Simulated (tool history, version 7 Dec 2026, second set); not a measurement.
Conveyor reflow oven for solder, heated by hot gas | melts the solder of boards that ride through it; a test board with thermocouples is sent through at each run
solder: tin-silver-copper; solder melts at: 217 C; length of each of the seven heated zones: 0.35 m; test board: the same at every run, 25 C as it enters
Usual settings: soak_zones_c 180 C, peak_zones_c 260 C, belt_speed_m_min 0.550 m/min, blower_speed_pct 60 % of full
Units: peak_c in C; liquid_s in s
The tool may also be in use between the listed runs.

Run 1, hour 0.0: usual settings. Result: peak_c 247.4 C, liquid_s 57.4 s.
Run 2, hour 78.9: usual settings. Result: peak_c 247.2 C, liquid_s 57.2 s.
Run 3, hour 158.7: usual settings. Result: peak_c 246.8 C, liquid_s 57.1 s.
At hour 216.5: thermocouples of zones 6 and 7 changed.
Run 4, hour 243.4: usual settings but peak_zones_c 261 C. Result: peak_c 249.7 C, liquid_s 59.0 s.
Run 5, hour 313.8: usual settings but soak_zones_c 178 C. Result: peak_c 248.1 C, liquid_s 57.1 s.
Run 6, hour 364.7: usual settings but soak_zones_c 178 C. Result: peak_c 248.1 C, liquid_s 57.0 s.
At hour 394.3: flux residue cleaned out of gas plates and filters.
Run 7, hour 407.8: usual settings. Result: peak_c 249.2 C, liquid_s 58.9 s.
Run 8, hour 447.1: usual settings. Result: peak_c 248.9 C, liquid_s 58.8 s.
Run 9, hour 489.5: usual settings. Result: peak_c 248.6 C, liquid_s 58.7 s.
Run 10, hour 531.6: usual settings. Result: peak_c 248.5 C, liquid_s 58.4 s.
Run 11, hour 582.4: usual settings but blower_speed_pct 53 % of full. Result: peak_c 246.4 C, liquid_s 56.9 s.
Run 12, hour 669.8: usual settings but blower_speed_pct 53 % of full. Result: peak_c 246.4 C, liquid_s 56.1 s.
Run 13, hour 736.6: usual settings but blower_speed_pct 53 % of full. Result: peak_c 246.2 C, liquid_s 56.1 s.
Run 14, hour 803.3: usual settings but blower_speed_pct 51 % of full. Result: peak_c 245.4 C, liquid_s 55.2 s.
At hour 870.4: flux residue cleaned out of gas plates and filters.
Run 15, hour 896.2: usual settings but blower_speed_pct 51 % of full. Result: peak_c 245.7 C, liquid_s 55.9 s.
Run 16, hour 984.4: usual settings but blower_speed_pct 51 % of full. Result: peak_c 245.2 C, liquid_s 55.9 s.
Run 17, hour 1025.2: usual settings but peak_zones_c 267 C, belt_speed_m_min 0.650 m/min. Result: peak_c 248.9 C, liquid_s 48.7 s.
At hour 1057.8: thermocouples of zones 6 and 7 changed.
At hour 1085.3: belt drive overhauled, speed set with a stopwatch.
Run 18, hour 1094.7: usual settings but soak_zones_c 167 C, peak_zones_c 273 C, belt_speed_m_min 0.612 m/min, blower_speed_pct 55 % of full. Result: peak_c 253.5 C, liquid_s 49.5 s.
Run 19, hour 1154.8: usual settings but soak_zones_c 186 C, peak_zones_c 273 C, belt_speed_m_min 0.591 m/min, blower_speed_pct 55 % of full. Result: peak_c 257.7 C, liquid_s 60.9 s.
Run 20, hour 1191.6: usual settings but soak_zones_c 186 C, peak_zones_c 273 C, belt_speed_m_min 0.591 m/min, blower_speed_pct 55 % of full. Result: peak_c 257.7 C, liquid_s 61.1 s.
Run 21, hour 1253.3: usual settings but soak_zones_c 178 C, peak_zones_c 263 C, belt_speed_m_min 0.480 m/min, blower_speed_pct 72 % of full. Result: peak_c 255.3 C, liquid_s 72.4 s.
Run 22, hour 1325.1: usual settings but soak_zones_c 175 C, peak_zones_c 263 C, belt_speed_m_min 0.480 m/min, blower_speed_pct 63 % of full. Result: peak_c 253.1 C, liquid_s 69.4 s.
At hour 1347.0: flux residue cleaned out of gas plates and filters.
Run 23, hour 1377.8: usual settings but soak_zones_c 177 C, peak_zones_c 263 C, belt_speed_m_min 0.480 m/min, blower_speed_pct 59 % of full. Result: peak_c 253.6 C, liquid_s 70.5 s.
Run 24, hour 1468.0: usual settings but soak_zones_c 177 C, peak_zones_c 268 C, belt_speed_m_min 0.480 m/min, blower_speed_pct 51 % of full. Result: peak_c 256.1 C, liquid_s 72.0 s.
Run 25, hour 1552.4: usual settings but belt_speed_m_min 0.646 m/min, blower_speed_pct 69 % of full. Result: peak_c 245.1 C, liquid_s 46.9 s.
Run 26, hour 1607.0: usual settings but belt_speed_m_min 0.646 m/min, blower_speed_pct 69 % of full. Result: peak_c 245.2 C, liquid_s 46.5 s.
Run 27, hour 1686.8: usual settings but belt_speed_m_min 0.646 m/min, blower_speed_pct 69 % of full. Result: peak_c 244.4 C, liquid_s 46.2 s.
Run 28, hour 1753.5: usual settings but peak_zones_c 267 C, belt_speed_m_min 0.610 m/min, blower_speed_pct 55 % of full. Result: peak_c 248.6 C, liquid_s 51.2 s.
At hour 1820.0: flux residue cleaned out of gas plates and filters.
Run 29, hour 1821.7: usual settings but soak_zones_c 181 C, peak_zones_c 259 C, belt_speed_m_min 0.507 m/min, blower_speed_pct 68 % of full. Result: peak_c 249.1 C, liquid_s 66.4 s.

Forecast each of these 4 alternatives for the next run:
Run A, hour 1873.2: usual settings but peak_zones_c 252 C. Result: peak_c ?, liquid_s ?.
Run B, hour 1873.2: usual settings but soak_zones_c 192 C, peak_zones_c 272 C, belt_speed_m_min 0.644 m/min, blower_speed_pct 68 % of full. Result: peak_c ?, liquid_s ?.
Run C, hour 1873.2: usual settings but soak_zones_c 169 C, peak_zones_c 259 C, belt_speed_m_min 0.576 m/min, blower_speed_pct 62 % of full. Result: peak_c ?, liquid_s ?.
Run D, hour 1873.2: usual settings but blower_speed_pct 70 % of full. Result: peak_c ?, liquid_s ?.

run  peak_c  liquid_s
  A   239.7      51.6
  B   257.4      58.7
  C   244.0      48.4
  D   248.8      59.8
Without the tool's hidden state the same runs would have given:
run  peak_c  liquid_s
  A   242.1      53.2
  B   259.8      59.2
  C   246.4      49.8
  D   251.4      60.8
